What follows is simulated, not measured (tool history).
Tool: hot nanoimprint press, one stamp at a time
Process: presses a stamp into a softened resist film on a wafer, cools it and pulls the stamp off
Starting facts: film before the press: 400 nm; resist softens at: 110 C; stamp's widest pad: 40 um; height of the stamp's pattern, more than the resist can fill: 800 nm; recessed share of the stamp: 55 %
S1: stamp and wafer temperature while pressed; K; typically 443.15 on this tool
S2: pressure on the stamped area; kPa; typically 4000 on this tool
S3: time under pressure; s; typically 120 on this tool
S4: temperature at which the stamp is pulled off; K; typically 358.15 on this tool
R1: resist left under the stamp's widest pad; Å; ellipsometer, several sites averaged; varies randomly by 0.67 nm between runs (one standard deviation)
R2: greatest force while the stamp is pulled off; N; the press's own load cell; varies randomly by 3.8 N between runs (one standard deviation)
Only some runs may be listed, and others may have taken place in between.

run 1 hour=0.0 | S1=443.15 S2=4000 S3=120 S4=358.15 | R1=1979 R2=186
run 2 hour=25.2 | S1=443.15 S2=4000 S3=120 S4=358.15 | R1=1979 R2=184
run 3 hour=43.4 | S1=443.15 S2=4000 S3=120 S4=358.15 | R1=1978 R2=190
run 4 hour=67.5 | S1=443.15 S2=4000 S3=120 S4=358.15 | R1=1988 R2=186
run 5 hour=88.4 | S1=443.15 S2=4000 S3=120 S4=344.15 | R1=1984 R2=226
run 6 hour=107.1 | S1=443.15 S2=4000 S3=120 S4=344.15 | R1=1983 R2=223
run 7 hour=139.8 | S1=443.15 S2=4000 S3=120 S4=344.15 | R1=1986 R2=229
run 8 hour=164.6 | S1=443.15 S2=4000 S3=120 S4=344.15 | R1=1978 R2=231
run 9 hour=181.4 | S1=443.15 S2=4000 S3=120 S4=344.15 | R1=1974 R2=236
run 10 hour=213.5 | S1=438.15 S2=4000 S3=120 S4=358.15 | R1=2566 R2=187
run 11 hour=233.2 | S1=443.15 S2=4000 S3=120 S4=358.15 | R1=1980 R2=192
run 12 hour=256.6 | S1=443.15 S2=4000 S3=120 S4=358.15 | R1=1987 R2=185
run 13 hour=282.1 | S1=443.15 S2=4000 S3=120 S4=358.15 | R1=1992 R2=188
run 14 hour=299.3 | S1=443.15 S2=4000 S3=120 S4=358.15 | R1=1985 R2=184
run 15 hour=333.0 | S1=443.15 S2=4000 S3=120 S4=358.15 | R1=1992 R2=188
run 16 hour=349.0 | S1=443.15 S2=4000 S3=107 S4=352.15 | R1=2071 R2=205
run 17 hour=371.5 | S1=443.15 S2=4000 S3=107 S4=355.15 | R1=2077 R2=198
run 18 hour=401.6 | S1=432.15 S2=2690 S3=107 S4=365.15 | R1=3510 R2=170
run 19 hour=429.3 | S1=443.15 S2=2780 S3=120 S4=358.15 | R1=2295 R2=192
run 20 hour=451.7 | S1=443.15 S2=4000 S3=80 S4=354.15 | R1=2301 R2=201
run 21 hour=484.9 | S1=443.15 S2=4250 S3=120 S4=360.15 | R1=1934 R2=183
run 22 hour=509.2 | S1=443.15 S2=4250 S3=120 S4=360.15 | R1=1938 R2=176
run 23 hour=540.9 | S1=443.15 S2=4250 S3=120 S4=360.15 | R1=1941 R2=184
run 24 hour=568.3 | S1=450.15 S2=4000 S3=120 S4=365.15 | R1=1344 R2=173
run 25 hour=601.2 | S1=453.15 S2=4000 S3=112 S4=358.15 | R1=1173 R2=190
run 26 hour=619.4 | S1=449.15 S2=3160 S3=92 S4=363.15 | R1=1765 R2=178
run 27 hour=641.4 | S1=449.15 S2=3160 S3=92 S4=363.15 | R1=1758 R2=178
run 28 hour=675.3 | S1=436.15 S2=4550 S3=60 S4=359.15 | R1=3166 R2=189
-- hour=700.5 stamp cleaned and given a new release coat
run 29 hour=718.6 | S1=443.15 S2=4000 S3=120 S4=351.15 | R1=1987 R2=208

Below are 5 alternative next runs, each starting from the tool's condition after run 29. Predict each:
run A hour=745.3 | S1=443.15 S2=4000 S3=91 S4=362.15 | R1=? R2=?
run B hour=745.3 | S1=443.15 S2=4000 S3=99 S4=351.15 | R1=? R2=?
run C hour=745.3 | S1=442.15 S2=4660 S3=120 S4=356.15 | R1=? R2=?
run D hour=745.3 | S1=443.15 S2=2530 S3=190 S4=343.15 | R1=? R2=?
run E hour=745.3 | S1=433.15 S2=4000 S3=120 S4=366.15 | R1=? R2=?

run=A R1=2195 R2=174
run=B R1=2138 R2=210
run=C R1=1956 R2=192
run=D R1=2031 R2=228
run=E R1=3145 R2=163
With no hidden state in the tool, these same runs would have given:
run=A R1=2191 R2=174
run=B R1=2134 R2=209
run=C R1=1952 R2=192
run=D R1=2027 R2=228
run=E R1=3141 R2=163
